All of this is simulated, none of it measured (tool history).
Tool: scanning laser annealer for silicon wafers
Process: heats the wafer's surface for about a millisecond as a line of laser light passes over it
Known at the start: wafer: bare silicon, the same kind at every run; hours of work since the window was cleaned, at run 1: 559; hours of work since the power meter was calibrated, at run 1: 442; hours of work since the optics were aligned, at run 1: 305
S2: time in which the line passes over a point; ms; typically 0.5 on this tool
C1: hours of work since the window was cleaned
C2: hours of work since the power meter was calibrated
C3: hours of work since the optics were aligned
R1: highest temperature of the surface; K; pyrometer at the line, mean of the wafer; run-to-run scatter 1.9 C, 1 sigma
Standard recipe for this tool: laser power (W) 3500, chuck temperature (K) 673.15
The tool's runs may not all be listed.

Run 1, hour 0: usual settings; C1 559; C2 442; C3 305. Result: R1 1379.15 K.
Run 2, hour 53.7: usual settings but S2 0.57 ms; C1 590; C2 473; C3 336. Result: R1 1423.15 K.
Run 3, hour 113.8: usual settings but S2 0.57 ms; C1 624; C2 507; C3 370. Result: R1 1421.15 K.
Run 4, hour 148.2: usual settings but S2 0.57 ms; C1 644; C2 527; C3 390. Result: R1 1423.15 K.
Run 5, hour 189.5: usual settings but laser power (W) 3808; C1 667; C2 550; C3 414. Result: R1 1438.15 K.
Run 6, hour 238.2: usual settings but S2 0.589 ms; C1 695; C2 578; C3 442. Result: R1 1428.15 K.
At hour 289.5: window over the wafer cleaned.
Run 7, hour 299: usual settings but laser power (W) 3271, S2 0.589 ms; C1 5; C2 612; C3 475. Result: R1 1368.15 K.
Run 8, hour 342: usual settings; C1 30; C2 636; C3 500. Result: R1 1362.15 K.
Run 9, hour 421.8: usual settings but S2 0.493 ms; C1 76; C2 682; C3 546. Result: R1 1358.15 K.
Run 10, hour 492.6: usual settings but S2 0.462 ms; C1 116; C2 723; C3 586. Result: R1 1339.15 K.
Run 11, hour 562: usual settings but S2 0.462 ms; C1 156; C2 762; C3 626. Result: R1 1334.15 K.
Run 12, hour 599.4: usual settings but S2 0.462 ms; C1 177; C2 784; C3 647. Result: R1 1333.15 K.
Run 13, hour 665.2: usual settings; C1 215; C2 821; C3 685. Result: R1 1359.15 K.
Run 14, hour 732: usual settings; C1 253; C2 860; C3 723. Result: R1 1356.15 K.
At hour 768.2: window over the wafer cleaned, once more.
Run 15, hour 806.8: usual settings but laser power (W) 3523, chuck temperature (K) 697.15; C1 22; C2 901; C3 765. Result: R1 1420.15 K.
Run 16, hour 861.5: usual settings but S2 0.513 ms; C1 53; C2 932; C3 796. Result: R1 1397.15 K.
Run 17, hour 929.5: usual settings but S2 0.513 ms; C1 92; C2 971; C3 835. Result: R1 1393.15 K.
Run 18, hour 990: usual settings but laser power (W) 3779, S2 0.375 ms, chuck temperature (K) 697.15; C1 127; C2 1006; C3 870. Result: R1 1373.15 K.
Run 19, hour 1056.6: usual settings but laser power (W) 3779, S2 0.406 ms, chuck temperature (K) 697.15; C1 165; C2 1044; C3 908. Result: R1 1395.15 K.
Run 20, hour 1099.9: usual settings but laser power (W) 3444, S2 0.406 ms, chuck temperature (K) 655.15; C1 190; C2 1069; C3 932. Result: R1 1294.15 K.
Run 21, hour 1143.3: usual settings but laser power (W) 3031, chuck temperature (K) 639.15; C1 215; C2 1094; C3 957. Result: R1 1256.15 K.
Run 22, hour 1215.5: usual settings but laser power (W) 3031, chuck temperature (K) 639.15; C1 256; C2 1135; C3 999. Result: R1 1256.15 K.
Run 23, hour 1251.5: usual settings but laser power (W) 3297, S2 0.488 ms, chuck temperature (K) 709.15; C1 277; C2 1156; C3 1019. Result: R1 1370.15 K.
Run 24, hour 1317.1: usual settings but laser power (W) 3297, S2 0.488 ms, chuck temperature (K) 709.15; C1 314; C2 1193; C3 1057. Result: R1 1369.15 K.
Run 25, hour 1383.8: usual settings but laser power (W) 3297, S2 0.488 ms, chuck temperature (K) 709.15; C1 352; C2 1231; C3 1095. Result: R1 1368.15 K.

Hidden condition of the tool, last listed run before each entry between runs versus first listed run after:
Between runs 6 and 7: window over the wafer cleaned (hour 289.5)
  light that passes the window, % of a clean one's: 97.47 -> 95.97; laser's true power over the reading, %: 0.09 -> 0.1; width of the line over the set one, %: 0.82 -> 0.88
  measured result minus the result with no hidden state, R1: -22 -> -32 K
Between runs 14 and 15: window over the wafer cleaned, once more (hour 768.2)
  light that passes the window, % of a clean one's: 95.12 -> 99.83; laser's true power over the reading, %: 0.2 -> 0.21; width of the line over the set one, %: 1.28 -> 1.35
  measured result minus the result with no hidden state, R1: -38 -> -5 K

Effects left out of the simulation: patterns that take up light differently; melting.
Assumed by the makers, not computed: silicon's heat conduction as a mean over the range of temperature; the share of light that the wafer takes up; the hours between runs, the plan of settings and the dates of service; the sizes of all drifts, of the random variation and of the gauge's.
